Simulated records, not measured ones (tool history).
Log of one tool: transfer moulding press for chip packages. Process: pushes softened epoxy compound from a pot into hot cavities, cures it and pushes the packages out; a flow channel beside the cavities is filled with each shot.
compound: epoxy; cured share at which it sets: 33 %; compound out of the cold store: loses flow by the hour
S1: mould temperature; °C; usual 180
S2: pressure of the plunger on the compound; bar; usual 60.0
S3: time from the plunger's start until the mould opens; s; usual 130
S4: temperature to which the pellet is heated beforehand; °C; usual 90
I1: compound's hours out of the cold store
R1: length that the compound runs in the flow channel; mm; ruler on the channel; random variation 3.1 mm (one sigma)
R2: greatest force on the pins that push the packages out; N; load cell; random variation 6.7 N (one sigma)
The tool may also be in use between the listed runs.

{"run": 1, "day": 0.0, "S1": 180, "S2": 60.0, "S3": 130, "S4": 90, "I1": 20.6, "R1": 621, "R2": 272}
{"run": 2, "day": 1.738, "S1": 180, "S2": 50.4, "S3": 130, "S4": 90, "I1": 9.6, "R1": 602, "R2": 271}
{"run": 3, "day": 2.825, "S1": 180, "S2": 46.2, "S3": 130, "S4": 90, "I1": 15.9, "R1": 560, "R2": 276}
{"run": 4, "day": 3.804, "S1": 180, "S2": 46.2, "S3": 130, "S4": 90, "I1": 46.1, "R1": 478, "R2": 270}
{"day": 4.038, "done": "plunger's sealing rings changed"}
{"run": 5, "day": 4.704, "S1": 180, "S2": 46.2, "S3": 130, "S4": 90, "I1": 21.9, "R1": 541, "R2": 283}
{"run": 6, "day": 5.754, "S1": 180, "S2": 46.2, "S3": 130, "S4": 90, "I1": 47.8, "R1": 472, "R2": 263}
{"run": 7, "day": 6.733, "S1": 188, "S2": 60.0, "S3": 130, "S4": 90, "I1": 9.7, "R1": 645, "R2": 265}
{"day": 7.458, "done": "cavities cleaned with cleaning compound and waxed"}
{"run": 8, "day": 7.862, "S1": 188, "S2": 60.0, "S3": 130, "S4": 90, "I1": 33.2, "R1": 566, "R2": 251}
{"run": 9, "day": 9.15, "S1": 188, "S2": 60.0, "S3": 130, "S4": 90, "I1": 40.1, "R1": 546, "R2": 262}
{"run": 10, "day": 10.4, "S1": 181, "S2": 60.0, "S3": 130, "S4": 90, "I1": 16.2, "R1": 632, "R2": 263}
{"run": 11, "day": 11.475, "S1": 181, "S2": 60.0, "S3": 130, "S4": 90, "I1": 8.3, "R1": 664, "R2": 273}
{"run": 12, "day": 13.042, "S1": 185, "S2": 60.0, "S3": 130, "S4": 90, "I1": 44.1, "R1": 541, "R2": 257}
{"run": 13, "day": 14.425, "S1": 185, "S2": 60.0, "S3": 130, "S4": 88, "I1": 34.1, "R1": 572, "R2": 252}
{"day": 14.825, "done": "cavities cleaned with cleaning compound and waxed"}
{"run": 14, "day": 16.058, "S1": 179, "S2": 60.0, "S3": 130, "S4": 89, "I1": 20.5, "R1": 620, "R2": 266}
{"run": 15, "day": 16.896, "S1": 176, "S2": 51.1, "S3": 130, "S4": 90, "I1": 19.5, "R1": 587, "R2": 319}
{"run": 16, "day": 18.304, "S1": 180, "S2": 60.0, "S3": 138, "S4": 90, "I1": 27.1, "R1": 601, "R2": 260}
{"run": 17, "day": 19.4, "S1": 180, "S2": 67.4, "S3": 138, "S4": 90, "I1": 41.1, "R1": 591, "R2": 263}
{"run": 18, "day": 20.917, "S1": 187, "S2": 60.0, "S3": 116, "S4": 84, "I1": 41.1, "R1": 551, "R2": 257}
{"run": 19, "day": 21.838, "S1": 187, "S2": 60.0, "S3": 116, "S4": 84, "I1": 46.7, "R1": 527, "R2": 255}
{"day": 22.238, "done": "cavities cleaned with cleaning compound and waxed"}
{"run": 20, "day": 23.483, "S1": 187, "S2": 60.0, "S3": 116, "S4": 84, "I1": 39.0, "R1": 551, "R2": 243}
{"run": 21, "day": 24.717, "S1": 180, "S2": 45.8, "S3": 161, "S4": 87, "I1": 40.6, "R1": 490, "R2": 254}
{"run": 22, "day": 25.738, "S1": 183, "S2": 69.1, "S3": 134, "S4": 90, "I1": 26.6, "R1": 643, "R2": 264}
{"run": 23, "day": 27.217, "S1": 180, "S2": 50.5, "S3": 111, "S4": 87, "I1": 24.8, "R1": 560, "R2": 308}

5 ways to go on from here, each from the tool as it stands after run 23. What would each give?
{"run": "A", "day": 28.733, "S1": 180, "S2": 53.8, "S3": 130, "S4": 90, "I1": 23.1, "R1": "?", "R2": "?"}
{"run": "B", "day": 28.733, "S1": 173, "S2": 60.0, "S3": 130, "S4": 90, "I1": 37.1, "R1": "?", "R2": "?"}
{"run": "C", "day": 28.733, "S1": 173, "S2": 60.0, "S3": 130, "S4": 90, "I1": 25.7, "R1": "?", "R2": "?"}
{"run": "D", "day": 28.733, "S1": 180, "S2": 51.8, "S3": 116, "S4": 90, "I1": 42.8, "R1": "?", "R2": "?"}
{"run": "E", "day": 28.733, "S1": 178, "S2": 60.0, "S3": 130, "S4": 90, "I1": 33.4, "R1": "?", "R2": "?"}

run=A R1=582 R2=275
run=B R1=581 R2=345
run=C R1=614 R2=358
run=D R1=514 R2=290
run=E R1=580 R2=287
Without the tool's hidden state the same runs would have given:
run=A R1=582 R2=272
run=B R1=581 R2=342
run=C R1=614 R2=354
run=D R1=515 R2=287
run=E R1=580 R2=284
